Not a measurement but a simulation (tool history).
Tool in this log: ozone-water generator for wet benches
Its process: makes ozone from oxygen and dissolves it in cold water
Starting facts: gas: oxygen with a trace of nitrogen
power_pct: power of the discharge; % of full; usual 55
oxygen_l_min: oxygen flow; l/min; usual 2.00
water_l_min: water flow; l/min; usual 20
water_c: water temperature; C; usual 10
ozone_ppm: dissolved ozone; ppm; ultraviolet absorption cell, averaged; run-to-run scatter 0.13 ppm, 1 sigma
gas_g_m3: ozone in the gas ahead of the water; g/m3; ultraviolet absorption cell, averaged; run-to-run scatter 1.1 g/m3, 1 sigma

{"run": 1, "hour": 0.0, "power_pct": 55, "oxygen_l_min": 2.0, "water_l_min": 20, "water_c": 10, "ozone_ppm": 11.0, "gas_g_m3": 163.4}
{"run": 2, "hour": 78.8, "power_pct": 55, "oxygen_l_min": 2.0, "water_l_min": 29, "water_c": 10, "ozone_ppm": 7.8, "gas_g_m3": 163.9}
{"hour": 246.0, "done": "contactor cleaned"}
{"run": 3, "hour": 252.4, "power_pct": 99, "oxygen_l_min": 2.0, "water_l_min": 20, "water_c": 10, "ozone_ppm": 16.3, "gas_g_m3": 242.3}
{"run": 4, "hour": 336.1, "power_pct": 55, "oxygen_l_min": 2.0, "water_l_min": 20, "water_c": 8, "ozone_ppm": 11.3, "gas_g_m3": 163.7}
{"run": 5, "hour": 441.4, "power_pct": 55, "oxygen_l_min": 3.52, "water_l_min": 20, "water_c": 10, "ozone_ppm": 13.8, "gas_g_m3": 133.7}
{"run": 6, "hour": 513.3, "power_pct": 55, "oxygen_l_min": 3.52, "water_l_min": 20, "water_c": 10, "ozone_ppm": 13.8, "gas_g_m3": 132.6}
{"run": 7, "hour": 674.6, "power_pct": 55, "oxygen_l_min": 3.52, "water_l_min": 31, "water_c": 10, "ozone_ppm": 9.4, "gas_g_m3": 132.4}
{"run": 8, "hour": 749.7, "power_pct": 55, "oxygen_l_min": 2.0, "water_l_min": 20, "water_c": 10, "ozone_ppm": 10.8, "gas_g_m3": 163.2}
{"hour": 809.7, "done": "contactor cleaned, once more"}
{"run": 9, "hour": 883.8, "power_pct": 55, "oxygen_l_min": 2.04, "water_l_min": 20, "water_c": 10, "ozone_ppm": 11.4, "gas_g_m3": 160.4}
{"run": 10, "hour": 1051.0, "power_pct": 55, "oxygen_l_min": 2.04, "water_l_min": 20, "water_c": 10, "ozone_ppm": 11.2, "gas_g_m3": 158.1}
{"run": 11, "hour": 1210.2, "power_pct": 55, "oxygen_l_min": 2.04, "water_l_min": 20, "water_c": 10, "ozone_ppm": 11.1, "gas_g_m3": 158.9}
{"run": 12, "hour": 1353.7, "power_pct": 55, "oxygen_l_min": 2.04, "water_l_min": 20, "water_c": 10, "ozone_ppm": 11.0, "gas_g_m3": 157.5}
{"run": 13, "hour": 1431.7, "power_pct": 55, "oxygen_l_min": 2.04, "water_l_min": 20, "water_c": 10, "ozone_ppm": 11.0, "gas_g_m3": 157.9}
{"run": 14, "hour": 1577.4, "power_pct": 55, "oxygen_l_min": 2.0, "water_l_min": 20, "water_c": 5, "ozone_ppm": 11.3, "gas_g_m3": 158.3}
{"run": 15, "hour": 1741.2, "power_pct": 55, "oxygen_l_min": 2.0, "water_l_min": 20, "water_c": 5, "ozone_ppm": 11.0, "gas_g_m3": 157.2}
{"run": 16, "hour": 1823.3, "power_pct": 55, "oxygen_l_min": 2.0, "water_l_min": 20, "water_c": 5, "ozone_ppm": 11.4, "gas_g_m3": 159.1}
{"run": 17, "hour": 1970.9, "power_pct": 55, "oxygen_l_min": 2.0, "water_l_min": 20, "water_c": 5, "ozone_ppm": 11.0, "gas_g_m3": 157.5}
{"run": 18, "hour": 2113.7, "power_pct": 55, "oxygen_l_min": 2.0, "water_l_min": 20, "water_c": 5, "ozone_ppm": 11.0, "gas_g_m3": 154.4}
{"run": 19, "hour": 2246.0, "power_pct": 92, "oxygen_l_min": 1.68, "water_l_min": 20, "water_c": 5, "ozone_ppm": 14.1, "gas_g_m3": 230.1}
{"run": 20, "hour": 2407.7, "power_pct": 92, "oxygen_l_min": 1.68, "water_l_min": 20, "water_c": 5, "ozone_ppm": 14.1, "gas_g_m3": 228.4}
{"run": 21, "hour": 2549.7, "power_pct": 87, "oxygen_l_min": 2.0, "water_l_min": 20, "water_c": 6, "ozone_ppm": 14.6, "gas_g_m3": 206.1}
{"run": 22, "hour": 2618.6, "power_pct": 79, "oxygen_l_min": 2.0, "water_l_min": 18, "water_c": 7, "ozone_ppm": 14.7, "gas_g_m3": 192.8}
{"run": 23, "hour": 2752.9, "power_pct": 46, "oxygen_l_min": 2.46, "water_l_min": 16, "water_c": 10, "ozone_ppm": 12.6, "gas_g_m3": 126.8}
{"run": 24, "hour": 2826.9, "power_pct": 46, "oxygen_l_min": 2.46, "water_l_min": 16, "water_c": 10, "ozone_ppm": 12.5, "gas_g_m3": 127.3}
{"hour": 2909.8, "done": "water thermometer calibrated"}
{"run": 25, "hour": 2988.3, "power_pct": 46, "oxygen_l_min": 2.46, "water_l_min": 16, "water_c": 10, "ozone_ppm": 12.1, "gas_g_m3": 126.5}
{"run": 26, "hour": 3103.3, "power_pct": 46, "oxygen_l_min": 2.46, "water_l_min": 16, "water_c": 10, "ozone_ppm": 12.4, "gas_g_m3": 125.3}
{"run": 27, "hour": 3191.8, "power_pct": 55, "oxygen_l_min": 2.0, "water_l_min": 20, "water_c": 17, "ozone_ppm": 9.9, "gas_g_m3": 151.5}
{"run": 28, "hour": 3354.4, "power_pct": 60, "oxygen_l_min": 2.75, "water_l_min": 31, "water_c": 7, "ozone_ppm": 8.6, "gas_g_m3": 140.5}
{"run": 29, "hour": 3522.0, "power_pct": 55, "oxygen_l_min": 1.46, "water_l_min": 20, "water_c": 10, "ozone_ppm": 9.0, "gas_g_m3": 168.3}
{"run": 30, "hour": 3680.0, "power_pct": 54, "oxygen_l_min": 1.23, "water_l_min": 32, "water_c": 15, "ozone_ppm": 4.9, "gas_g_m3": 177.3}
{"run": 31, "hour": 3770.8, "power_pct": 54, "oxygen_l_min": 1.23, "water_l_min": 32, "water_c": 15, "ozone_ppm": 4.9, "gas_g_m3": 176.6}
{"run": 32, "hour": 3890.6, "power_pct": 66, "oxygen_l_min": 1.24, "water_l_min": 20, "water_c": 10, "ozone_ppm": 9.2, "gas_g_m3": 197.9}

Run 33 is up next; what results do you expect?
{"run": 33, "hour": 3968.6, "power_pct": 80, "oxygen_l_min": 2.0, "water_l_min": 20, "water_c": 12, "ozone_ppm": "?", "gas_g_m3": "?"}

ozone_ppm: 12.7 ppm
gas_g_m3: 185.5 g/m3
Minus the tool's unlogged condition, the same run would have read ozone_ppm 17.0 ppm, gas_g_m3 246.4 g/m3.
